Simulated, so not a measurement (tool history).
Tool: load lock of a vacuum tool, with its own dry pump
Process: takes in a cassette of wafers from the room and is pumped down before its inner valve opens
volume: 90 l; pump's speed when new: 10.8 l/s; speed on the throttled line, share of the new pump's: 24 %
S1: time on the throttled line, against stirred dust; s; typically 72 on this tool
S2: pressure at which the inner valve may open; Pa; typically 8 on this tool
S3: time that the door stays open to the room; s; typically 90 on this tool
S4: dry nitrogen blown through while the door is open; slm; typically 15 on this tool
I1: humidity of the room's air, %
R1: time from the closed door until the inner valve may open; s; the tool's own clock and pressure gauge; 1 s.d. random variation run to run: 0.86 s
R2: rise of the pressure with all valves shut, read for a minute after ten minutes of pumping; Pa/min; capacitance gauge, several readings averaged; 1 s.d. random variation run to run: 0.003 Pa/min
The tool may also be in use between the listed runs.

run 1 day=0 | S1=72 S2=8 S3=90 S4=15 | I1=46.7 | R1=135.9 R2=0.568
run 2 day=3.258 | S1=72 S2=8 S3=90 S4=15 | I1=44.3 | R1=133.4 R2=0.587
run 3 day=7.042 | S1=72 S2=8 S3=90 S4=15 | I1=40.9 | R1=135.2 R2=0.586
run 4 day=9.717 | S1=72 S2=8 S3=90 S4=15 | I1=44 | R1=135.5 R2=0.6
run 5 day=13.583 | S1=72 S2=8 S3=90 S4=15 | I1=47.9 | R1=133.4 R2=0.614
run 6 day=16.058 | S1=71 S2=8 S3=90 S4=15 | I1=48.4 | R1=134.3 R2=0.635
run 7 day=19.488 | S1=72 S2=8 S3=33 S4=15 | I1=45.8 | R1=134.9 R2=0.636
run 8 day=21.267 | S1=72 S2=8 S3=33 S4=15 | I1=45.2 | R1=135.7 R2=0.634
run 9 day=24.725 | S1=72 S2=8 S3=33 S4=15 | I1=43.6 | R1=134.5 R2=0.666
run 10 day=26.921 | S1=72 S2=8 S3=33 S4=15 | I1=49.6 | R1=135.1 R2=0.655
run 11 day=30.612 | S1=72 S2=8 S3=33 S4=15 | I1=45.1 | R1=134.9 R2=0.689
run 12 day=33.267 | S1=72 S2=8 S3=33 S4=15 | I1=44.9 | R1=134.5 R2=0.693
run 13 day=35.688 | S1=72 S2=8 S3=90 S4=7 | I1=47.1 | R1=134.8 R2=0.735
-- day=37.412 door's seal changed, seat wiped
run 14 day=37.412 | S1=72 S2=8 S3=90 S4=15 | I1=44.1 | R1=135 R2=0.035
run 15 day=39.542 | S1=72 S2=8 S3=90 S4=15 | I1=45.7 | R1=133.8 R2=0.028
run 16 day=41.558 | S1=72 S2=8 S3=90 S4=15 | I1=42.4 | R1=134.7 R2=0.031
run 17 day=43.642 | S1=72 S2=8 S3=90 S4=15 | I1=46.5 | R1=134.6 R2=0.038
run 18 day=45.5 | S1=72 S2=13 S3=90 S4=15 | I1=46.5 | R1=129.7 R2=0.035
run 19 day=48.433 | S1=91 S2=13 S3=90 S4=7 | I1=46.7 | R1=144.9 R2=0.05
run 20 day=52.354 | S1=108 S2=8 S3=78 S4=9 | I1=45.3 | R1=163.9 R2=0.048
run 21 day=55.554 | S1=108 S2=8 S3=78 S4=9 | I1=46.5 | R1=162.9 R2=0.052
run 22 day=59.242 | S1=108 S2=8 S3=30 S4=5 | I1=43.8 | R1=163.3 R2=0.046
run 23 day=61.425 | S1=89 S2=8 S3=90 S4=15 | I1=44.7 | R1=149.4 R2=0.045
run 24 day=63.225 | S1=89 S2=8 S3=90 S4=15 | I1=45.1 | R1=148.9 R2=0.054
run 25 day=65.721 | S1=45 S2=6 S3=41 S4=15 | I1=46.5 | R1=117.7 R2=0.054
run 26 day=69.029 | S1=45 S2=6 S3=41 S4=15 | I1=45.2 | R1=117.7 R2=0.053
run 27 day=72.512 | S1=139 S2=7 S3=102 S4=14 | I1=44.7 | R1=188.5 R2=0.065
run 28 day=74.475 | S1=72 S2=8 S3=45 S4=15 | I1=43.2 | R1=136.7 R2=0.063
run 29 day=76.25 | S1=72 S2=8 S3=30 S4=6 | I1=43.5 | R1=135.3 R2=0.065
run 30 day=79.946 | S1=72 S2=8 S3=30 S4=6 | I1=44.8 | R1=136.9 R2=0.068
run 31 day=83.258 | S1=72 S2=14 S3=48 S4=13 | I1=44.5 | R1=130.7 R2=0.078
run 32 day=86.783 | S1=72 S2=15 S3=31 S4=7 | I1=46.1 | R1=130.8 R2=0.085
run 33 day=89.871 | S1=101 S2=13 S3=67 S4=20 | I1=42 | R1=154.3 R2=0.082
run 34 day=93.746 | S1=138 S2=15 S3=41 S4=26 | I1=43 | R1=180.8 R2=0.084

4 options for the next run, each taken on its own from the tool as it stands now. Forecast them:
run A day=97.062 | S1=130 S2=8 S3=90 S4=31 | I1=47.2 | R1=? R2=?
run B day=97.062 | S1=72 S2=14 S3=45 S4=17 | I1=48.4 | R1=? R2=?
run C day=97.062 | S1=138 S2=15 S3=72 S4=19 | I1=46.2 | R1=? R2=?
run D day=97.062 | S1=72 S2=7 S3=81 S4=15 | I1=46.7 | R1=? R2=?

run=A R1=179.7 R2=0.091
run=B R1=129.4 R2=0.095
run=C R1=181.8 R2=0.1
run=D R1=136.4 R2=0.104
Take away the tool's hidden state, keep each run's random variation, and the runs would have read:
run=A R1=178.2 R2=0.022
run=B R1=127.5 R2=0.024
run=C R1=180.6 R2=0.029
run=D R1=134.3 R2=0.031

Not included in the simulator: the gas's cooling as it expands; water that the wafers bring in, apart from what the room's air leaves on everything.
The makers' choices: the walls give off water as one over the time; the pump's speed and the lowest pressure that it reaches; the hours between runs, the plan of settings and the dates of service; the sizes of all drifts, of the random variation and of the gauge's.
